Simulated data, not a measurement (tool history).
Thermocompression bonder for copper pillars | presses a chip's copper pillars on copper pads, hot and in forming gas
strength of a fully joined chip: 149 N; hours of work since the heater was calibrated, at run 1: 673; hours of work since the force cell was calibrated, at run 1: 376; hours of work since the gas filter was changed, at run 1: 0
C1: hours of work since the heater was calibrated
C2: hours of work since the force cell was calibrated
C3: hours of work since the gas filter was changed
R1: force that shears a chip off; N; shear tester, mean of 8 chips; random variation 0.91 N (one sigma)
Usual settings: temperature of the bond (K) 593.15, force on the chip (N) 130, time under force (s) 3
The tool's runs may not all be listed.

Run 1, hour 0: usual settings; C1 673; C2 376; C3 0. Result: R1 82.7 N.
Run 2, hour 27.3: usual settings; C1 690; C2 393; C3 17. Result: R1 79.6 N.
Run 3, hour 66.7: usual settings; C1 715; C2 417; C3 41. Result: R1 80.4 N.
Run 4, hour 120.8: usual settings; C1 748; C2 451; C3 74. Result: R1 79.7 N.
Run 5, hour 180.8: usual settings; C1 785; C2 488; C3 111. Result: R1 77 N.
Run 6, hour 213: usual settings; C1 805; C2 508; C3 131. Result: R1 79.1 N.
Run 7, hour 262.9: usual settings; C1 835; C2 538; C3 162. Result: R1 77.5 N.
Run 8, hour 315.3: usual settings; C1 868; C2 571; C3 194. Result: R1 76.6 N.
Run 9, hour 369.3: usual settings; C1 901; C2 604; C3 227. Result: R1 75.3 N.
Run 10, hour 416.4: usual settings; C1 930; C2 633; C3 256. Result: R1 74.3 N.
At hour 423: forming gas filter changed.
Run 11, hour 466.7: usual settings but time under force (s) 7; C1 961; C2 663; C3 27. Result: R1 105.6 N.
Run 12, hour 527.3: usual settings but time under force (s) 2; C1 998; C2 701; C3 64. Result: R1 71.6 N.
Run 13, hour 554.5: usual settings but time under force (s) 2; C1 1015; C2 718; C3 81. Result: R1 70.4 N.
Run 14, hour 591.2: usual settings but time under force (s) 2; C1 1037; C2 740; C3 104. Result: R1 69.9 N.
At hour 595.7: force cell calibrated.
Run 15, hour 637.2: usual settings but time under force (s) 2; C1 1065; C2 26; C3 131. Result: R1 70.9 N.
Run 16, hour 692.3: usual settings but time under force (s) 2; C1 1099; C2 60; C3 165. Result: R1 68.2 N.
Run 17, hour 746.6: usual settings but time under force (s) 2; C1 1132; C2 93; C3 198. Result: R1 68.8 N.
Run 18, hour 796.2: usual settings but time under force (s) 2; C1 1163; C2 123; C3 229. Result: R1 67.8 N.
At hour 849.4: forming gas filter changed.
Run 19, hour 855.8: usual settings but time under force (s) 2; C1 1199; C2 160; C3 4. Result: R1 75.8 N.
Run 20, hour 908.3: usual settings but time under force (s) 2; C1 1231; C2 192; C3 36. Result: R1 74.8 N.
Run 21, hour 962.3: usual settings but temperature of the bond (K) 623.15; C1 1265; C2 225; C3 70. Result: R1 101.5 N.
At hour 978.2: force cell calibrated, once more.
Run 22, hour 993.7: usual settings but temperature of the bond (K) 563.15, force on the chip (N) 80, time under force (s) 7; C1 1283; C2 10; C3 88. Result: R1 52.7 N.
Run 23, hour 1030: usual settings but temperature of the bond (K) 563.15, force on the chip (N) 156, time under force (s) 2; C1 1305; C2 32; C3 110. Result: R1 60.8 N.
Run 24, hour 1091.2: usual settings but time under force (s) 2; C1 1343; C2 70; C3 148. Result: R1 63.5 N.
Run 25, hour 1118.8: usual settings but temperature of the bond (K) 618.15, force on the chip (N) 153, time under force (s) 8; C1 1360; C2 87; C3 165. Result: R1 119.7 N.
Run 26, hour 1175.1: usual settings but temperature of the bond (K) 618.15, force on the chip (N) 153, time under force (s) 8; C1 1395; C2 121; C3 200. Result: R1 119.4 N.
Run 27, hour 1228.1: usual settings but temperature of the bond (K) 618.15, force on the chip (N) 128, time under force (s) 6; C1 1427; C2 154; C3 232. Result: R1 100.8 N.
At hour 1274.4: forming gas filter changed.
At hour 1289.2: heater calibrated with a thermocouple chip.
Run 28, hour 1289.2: usual settings but temperature of the bond (K) 591.15, force on the chip (N) 128; C1 0; C2 190; C3 8. Result: R1 77.6 N.
Run 29, hour 1344.8: usual settings but temperature of the bond (K) 565.15, force on the chip (N) 140; C1 34; C2 224; C3 42. Result: R1 66.7 N.
Run 30, hour 1375.7: usual settings but temperature of the bond (K) 609.15; C1 53; C2 243; C3 61. Result: R1 86 N.
Run 31, hour 1413.3: usual settings but temperature of the bond (K) 609.15; C1 76; C2 266; C3 84. Result: R1 84.7 N.
Run 32, hour 1457.1: usual settings but temperature of the bond (K) 609.15; C1 103; C2 293; C3 111. Result: R1 84.1 N.
Run 33, hour 1498.4: usual settings but temperature of the bond (K) 621.15, time under force (s) 6; C1 129; C2 319; C3 137. Result: R1 104.5 N.
Run 34, hour 1546.2: usual settings but temperature of the bond (K) 612.15, force on the chip (N) 175, time under force (s) 5; C1 158; C2 348; C3 166. Result: R1 116.5 N.
Run 35, hour 1573: usual settings but temperature of the bond (K) 570.15; C1 175; C2 365; C3 183. Result: R1 61.7 N.
Run 36, hour 1606.3: usual settings but temperature of the bond (K) 570.15; C1 195; C2 385; C3 203. Result: R1 60.2 N.
Run 37, hour 1665.1: usual settings but temperature of the bond (K) 614.15, force on the chip (N) 165; C1 232; C2 422; C3 239. Result: R1 97.7 N.
At hour 1698.3: forming gas filter changed.
Run 38, hour 1708.4: usual settings but temperature of the bond (K) 614.15, force on the chip (N) 165; C1 258; C2 448; C3 6. Result: R1 109.5 N.
Run 39, hour 1769.3: usual settings but temperature of the bond (K) 616.15, force on the chip (N) 158, time under force (s) 8; C1 295; C2 485; C3 44. Result: R1 128.6 N.
Run 40, hour 1823.6: usual settings but time under force (s) 4; C1 329; C2 519; C3 77. Result: R1 87.1 N.

3 ways to go on from here, each from the tool as it stands after run 40. What would each give?
Run A, hour 1870.5: usual settings but temperature of the bond (K) 594.15, force on the chip (N) 121, time under force (s) 5; C1 358; C2 548; C3 106. Result: R1 ?.
Run B, hour 1870.5: usual settings but temperature of the bond (K) 615.15, force on the chip (N) 185, time under force (s) 5; C1 358; C2 548; C3 106. Result: R1 ?.
Run C, hour 1870.5: usual settings but temperature of the bond (K) 621.15, force on the chip (N) 192, time under force (s) 2; C1 358; C2 548; C3 106. Result: R1 ?.

run     R1
  A   87.5
  B  123.3
  C  106.2
Without the tool's hidden state the same runs would have given:
run     R1
  A   87.3
  B  125.8
  C  107.2

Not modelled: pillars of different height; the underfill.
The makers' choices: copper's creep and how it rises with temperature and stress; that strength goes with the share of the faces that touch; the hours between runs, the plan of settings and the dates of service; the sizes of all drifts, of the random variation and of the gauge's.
